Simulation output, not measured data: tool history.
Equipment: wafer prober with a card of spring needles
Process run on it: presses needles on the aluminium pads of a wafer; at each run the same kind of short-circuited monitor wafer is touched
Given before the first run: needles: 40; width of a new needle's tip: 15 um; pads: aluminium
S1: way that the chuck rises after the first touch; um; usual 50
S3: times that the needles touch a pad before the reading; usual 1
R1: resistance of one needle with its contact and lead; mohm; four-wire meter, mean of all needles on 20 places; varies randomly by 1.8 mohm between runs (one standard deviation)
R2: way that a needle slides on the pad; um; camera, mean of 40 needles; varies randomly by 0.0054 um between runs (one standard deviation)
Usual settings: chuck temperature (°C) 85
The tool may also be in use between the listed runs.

{"run": 1, "hour": 0.0, "S1": 50, "chuck temperature (°C)": 85, "S3": 1, "R1": 180, "R2": 7.607}
{"run": 2, "hour": 14.2, "S1": 50, "chuck temperature (°C)": 85, "S3": 1, "R1": 182, "R2": 7.611}
{"run": 3, "hour": 32.0, "S1": 50, "chuck temperature (°C)": 85, "S3": 1, "R1": 182, "R2": 7.628}
{"run": 4, "hour": 51.9, "S1": 50, "chuck temperature (°C)": 85, "S3": 1, "R1": 183, "R2": 7.637}
{"run": 5, "hour": 69.9, "S1": 50, "chuck temperature (°C)": 87, "S3": 1, "R1": 182, "R2": 7.64}
{"run": 6, "hour": 85.7, "S1": 50, "chuck temperature (°C)": 87, "S3": 1, "R1": 182, "R2": 7.633}
{"run": 7, "hour": 103.3, "S1": 50, "chuck temperature (°C)": 87, "S3": 1, "R1": 180, "R2": 7.658}
{"run": 8, "hour": 116.7, "S1": 50, "chuck temperature (°C)": 87, "S3": 1, "R1": 180, "R2": 7.663}
{"run": 9, "hour": 134.0, "S1": 50, "chuck temperature (°C)": 85, "S3": 1, "R1": 181, "R2": 7.656}
{"run": 10, "hour": 153.6, "S1": 50, "chuck temperature (°C)": 85, "S3": 3, "R1": 180, "R2": 7.671}
{"run": 11, "hour": 174.4, "S1": 50, "chuck temperature (°C)": 85, "S3": 1, "R1": 181, "R2": 7.676}
{"run": 12, "hour": 185.0, "S1": 50, "chuck temperature (°C)": 85, "S3": 1, "R1": 181, "R2": 7.675}
{"run": 13, "hour": 205.7, "S1": 50, "chuck temperature (°C)": 85, "S3": 1, "R1": 179, "R2": 7.688}
{"run": 14, "hour": 225.2, "S1": 50, "chuck temperature (°C)": 85, "S3": 1, "R1": 182, "R2": 7.701}
{"run": 15, "hour": 246.2, "S1": 50, "chuck temperature (°C)": 85, "S3": 1, "R1": 180, "R2": 7.707}
{"run": 16, "hour": 260.1, "S1": 50, "chuck temperature (°C)": 85, "S3": 1, "R1": 182, "R2": 7.702}
{"run": 17, "hour": 282.0, "S1": 50, "chuck temperature (°C)": 85, "S3": 1, "R1": 181, "R2": 7.721}
{"run": 18, "hour": 297.7, "S1": 54, "chuck temperature (°C)": 56, "S3": 1, "R1": 174, "R2": 8.342}
{"run": 19, "hour": 317.4, "S1": 54, "chuck temperature (°C)": 56, "S3": 1, "R1": 170, "R2": 8.346}
{"run": 20, "hour": 330.6, "S1": 43, "chuck temperature (°C)": 35, "S3": 2, "R1": 173, "R2": 6.654}
{"run": 21, "hour": 343.4, "S1": 31, "chuck temperature (°C)": 27, "S3": 2, "R1": 175, "R2": 4.726}
{"run": 22, "hour": 362.5, "S1": 46, "chuck temperature (°C)": 111, "S3": 1, "R1": 188, "R2": 7.013}
{"run": 23, "hour": 383.8, "S1": 53, "chuck temperature (°C)": 36, "S3": 1, "R1": 169, "R2": 8.089}
{"run": 24, "hour": 398.8, "S1": 53, "chuck temperature (°C)": 36, "S3": 1, "R1": 174, "R2": 8.098}
{"run": 25, "hour": 419.6, "S1": 53, "chuck temperature (°C)": 36, "S3": 1, "R1": 171, "R2": 8.097}
{"run": 26, "hour": 432.2, "S1": 54, "chuck temperature (°C)": 85, "S3": 1, "R1": 180, "R2": 8.254}
{"run": 27, "hour": 451.4, "S1": 49, "chuck temperature (°C)": 36, "S3": 1, "R1": 170, "R2": 7.499}
{"run": 28, "hour": 466.0, "S1": 49, "chuck temperature (°C)": 36, "S3": 1, "R1": 171, "R2": 7.516}
{"run": 29, "hour": 477.3, "S1": 50, "chuck temperature (°C)": 60, "S3": 1, "R1": 177, "R2": 7.662}
{"run": 30, "hour": 497.8, "S1": 50, "chuck temperature (°C)": 36, "S3": 3, "R1": 172, "R2": 7.674}
{"run": 31, "hour": 515.5, "S1": 57, "chuck temperature (°C)": 43, "S3": 1, "R1": 169, "R2": 8.75}
{"run": 32, "hour": 530.2, "S1": 37, "chuck temperature (°C)": 85, "S3": 1, "R1": 186, "R2": 5.688}
{"run": 33, "hour": 552.9, "S1": 37, "chuck temperature (°C)": 85, "S3": 1, "R1": 186, "R2": 5.7}

The log once held 41 entries between its listed runs, left out of this copy. Where does each go, and what is different about the tool's unlogged condition between the listed run before it and the listed run after it?
From run 1 to run 2: tips cleaned on abrasive film (hour 7.2)
  debris on the tips, nm: 0.4 -> 0.3; drift of the gauge itself on scrub_um, %: 0 -> 0.07
  what was measured, less what the result would be without the hidden state, R2: +0 -> +0.005 um
From run 2 to run 3: tips cleaned on abrasive film (hour 22)
  debris on the tips, nm: 0.3 -> 0.4; drift of the gauge itself on scrub_um, %: 0.07 -> 0.16
  what was measured, less what the result would be without the hidden state, R2: +0.005 -> +0.012 um
From run 3 to run 4: tips cleaned on abrasive film (hour 38.2)
  debris on the tips, nm: 0.4 -> 0.5; drift of the gauge itself on scrub_um, %: 0.16 -> 0.25
  what was measured, less what the result would be without the hidden state, R2: +0.012 -> +0.019 um
From run 4 to run 5: tips cleaned on abrasive film (hour 54.3); tips cleaned on abrasive film (hour 69.9)
  debris on the tips, nm: 0.5 -> 0; drift of the gauge itself on scrub_um, %: 0.25 -> 0.34
  what was measured, less what the result would be without the hidden state, R2: +0.019 -> +0.025 um
From run 5 to run 6: tips cleaned on abrasive film (hour 84.8)
  debris on the tips, nm: 0 -> 0.1; drift of the gauge itself on scrub_um, %: 0.34 -> 0.42
  what was measured, less what the result would be without the hidden state, R2: +0.025 -> +0.031 um
From run 6 to run 7: tips cleaned on abrasive film (hour 100.5)
  debris on the tips, nm: 0.1 -> 0.2; drift of the gauge itself on scrub_um, %: 0.42 -> 0.5
  what was measured, less what the result would be without the hidden state, R2: +0.031 -> +0.038 um
From run 7 to run 8: height of the first contact set anew (hour 110.9); tips cleaned on abrasive film (hour 116.3)
  debris on the tips, nm: 0.2 -> 0.1; drift of the gauge itself on scrub_um, %: 0.5 -> 0.56
  what was measured, less what the result would be without the hidden state, R2: +0.038 -> +0.043 um
From run 8 to run 9: tips cleaned on abrasive film (hour 132.6)
  drift of the gauge itself on scrub_um, %: 0.56 -> 0.65
  what was measured, less what the result would be without the hidden state, R2: +0.043 -> +0.05 um
From run 9 to run 10: tips cleaned on abrasive film (hour 147.5)
  debris on the tips, nm: 0.1 -> 0.3; drift of the gauge itself on scrub_um, %: 0.65 -> 0.74
  what was measured, less what the result would be without the hidden state, R2: +0.05 -> +0.056 um
From run 10 to run 11: tips cleaned on abrasive film (hour 162.3)
  debris on the tips, nm: 0.3 -> 0.5; drift of the gauge itself on scrub_um, %: 0.74 -> 0.84
  what was measured, less what the result would be without the hidden state, R2: +0.056 -> +0.064 um
From run 11 to run 12: tips cleaned on abrasive film (hour 178.7)
  debris on the tips, nm: 0.5 -> 0.3; drift of the gauge itself on scrub_um, %: 0.84 -> 0.9
  what was measured, less what the result would be without the hidden state, R2: +0.064 -> +0.067 um
From run 12 to run 13: tips cleaned on abrasive film (hour 194.2)
  debris on the tips, nm: 0.3 -> 0.5; drift of the gauge itself on scrub_um, %: 0.9 -> 1
  what was measured, less what the result would be without the hidden state, R2: +0.067 -> +0.076 um
From run 13 to run 14: tips cleaned on abrasive film (hour 210.3); tips cleaned on abrasive film (hour 225.2)
  debris on the tips, nm: 0.5 -> 0; drift of the gauge itself on scrub_um, %: 1 -> 1.09
  what was measured, less what the result would be without the hidden state, R2: +0.076 -> +0.082 um
From run 14 to run 15: tips cleaned on abrasive film (hour 241.4)
  debris on the tips, nm: 0 -> 0.3; drift of the gauge itself on scrub_um, %: 1.09 -> 1.19
  what was measured, less what the result would be without the hidden state, R2: +0.082 -> +0.091 um
From run 15 to run 16: height of the first contact set anew (hour 248.5); tips cleaned on abrasive film (hour 256.6)
  debris on the tips, nm: 0.3 -> 0.2; drift of the gauge itself on scrub_um, %: 1.19 -> 1.26
  what was measured, less what the result would be without the hidden state, R2: +0.091 -> +0.096 um
From run 16 to run 17: tips cleaned on abrasive film (hour 271.7)
  debris on the tips, nm: 0.2 -> 0.4; drift of the gauge itself on scrub_um, %: 1.26 -> 1.36
  what was measured, less what the result would be without the hidden state, R2: +0.096 -> +0.104 um
From run 17 to run 18: tips cleaned on abrasive film (hour 288)
  drift of the gauge itself on scrub_um, %: 1.36 -> 1.44
  what was measured, less what the result would be without the hidden state, R2: +0.104 -> +0.118 um
From run 18 to run 19: tips cleaned on abrasive film (hour 303.5)
  debris on the tips, nm: 0.4 -> 0.5; drift of the gauge itself on scrub_um, %: 1.44 -> 1.54
  what was measured, less what the result would be without the hidden state, R2: +0.118 -> +0.127 um
From run 19 to run 20: tips cleaned on abrasive film (hour 318.9)
  drift of the gauge itself on scrub_um, %: 1.54 -> 1.6
  what was measured, less what the result would be without the hidden state, R2: +0.127 -> +0.104 um
From run 20 to run 21: tips cleaned on abrasive film (hour 334.2); gauge calibrated (hour 338.7)
  debris on the tips, nm: 0.5 -> 0.4; drift of the gauge itself on scrub_um, %: 1.6 -> 0.02
  what was measured, less what the result would be without the hidden state, R2: +0.104 -> +0.001 um
From run 21 to run 22: tips cleaned on abrasive film (hour 349.2)
  debris on the tips, nm: 0.4 -> 0.5; drift of the gauge itself on scrub_um, %: 0.02 -> 0.12
  what was measured, less what the result would be without the hidden state, R2: +0.001 -> +0.008 um
From run 22 to run 23: tips cleaned on abrasive film (hour 365.7); tips cleaned on abrasive film (hour 381)
  debris on the tips, nm: 0.5 -> 0.2; drift of the gauge itself on scrub_um, %: 0.12 -> 0.22
  what was measured, less what the result would be without the hidden state, R2: +0.008 -> +0.017 um
From run 23 to run 24: height of the first contact set anew (hour 385.5); tips cleaned on abrasive film (hour 396.9)
  debris on the tips, nm: 0.2 -> 0.1; drift of the gauge itself on scrub_um, %: 0.22 -> 0.29
  what was measured, less what the result would be without the hidden state, R2: +0.017 -> +0.023 um
From run 24 to run 25: tips cleaned on abrasive film (hour 412.1)
  debris on the tips, nm: 0.1 -> 0.4; drift of the gauge itself on scrub_um, %: 0.29 -> 0.39
  what was measured, less what the result would be without the hidden state, R2: +0.023 -> +0.031 um
From run 25 to run 26: tips cleaned on abrasive film (hour 426.9)
  debris on the tips, nm: 0.4 -> 0.3; drift of the gauge itself on scrub_um, %: 0.39 -> 0.45
  what was measured, less what the result would be without the hidden state, R2: +0.031 -> +0.037 um
From run 26 to run 27: tips cleaned on abrasive film (hour 442)
  debris on the tips, nm: 0.3 -> 0.4; drift of the gauge itself on scrub_um, %: 0.45 -> 0.55
  what was measured, less what the result would be without the hidden state, R2: +0.037 -> +0.04 um
From run 27 to run 28: tips cleaned on abrasive film (hour 458.5)
  debris on the tips, nm: 0.4 -> 0.3; drift of the gauge itself on scrub_um, %: 0.55 -> 0.62
  what was measured, less what the result would be without the hidden state, R2: +0.04 -> +0.046 um
From run 28 to run 29: tips cleaned on abrasive film (hour 474.2)
  debris on the tips, nm: 0.3 -> 0.2; drift of the gauge itself on scrub_um, %: 0.62 -> 0.67
  what was measured, less what the result would be without the hidden state, R2: +0.046 -> +0.051 um
From run 29 to run 30: tips cleaned on abrasive film (hour 490.7)
  debris on the tips, nm: 0.2 -> 0.3; drift of the gauge itself on scrub_um, %: 0.67 -> 0.77
  what was measured, less what the result would be without the hidden state, R2: +0.051 -> +0.058 um
From run 30 to run 31: tips cleaned on abrasive film (hour 505.8)
  debris on the tips, nm: 0.3 -> 0.4; drift of the gauge itself on scrub_um, %: 0.77 -> 0.86
  what was measured, less what the result would be without the hidden state, R2: +0.058 -> +0.074 um
From run 31 to run 32: tips cleaned on abrasive film (hour 522.4); height of the first contact set anew (hour 522.7)
  debris on the tips, nm: 0.4 -> 0.3; drift of the gauge itself on scrub_um, %: 0.86 -> 0.93
  what was measured, less what the result would be without the hidden state, R2: +0.074 -> +0.053 um
From run 32 to run 33: tips cleaned on abrasive film (hour 537.5); tips cleaned on abrasive film (hour 552.8)
  debris on the tips, nm: 0.3 -> 0.1; drift of the gauge itself on scrub_um, %: 0.93 -> 1.04
  what was measured, less what the result would be without the hidden state, R2: +0.053 -> +0.058 um
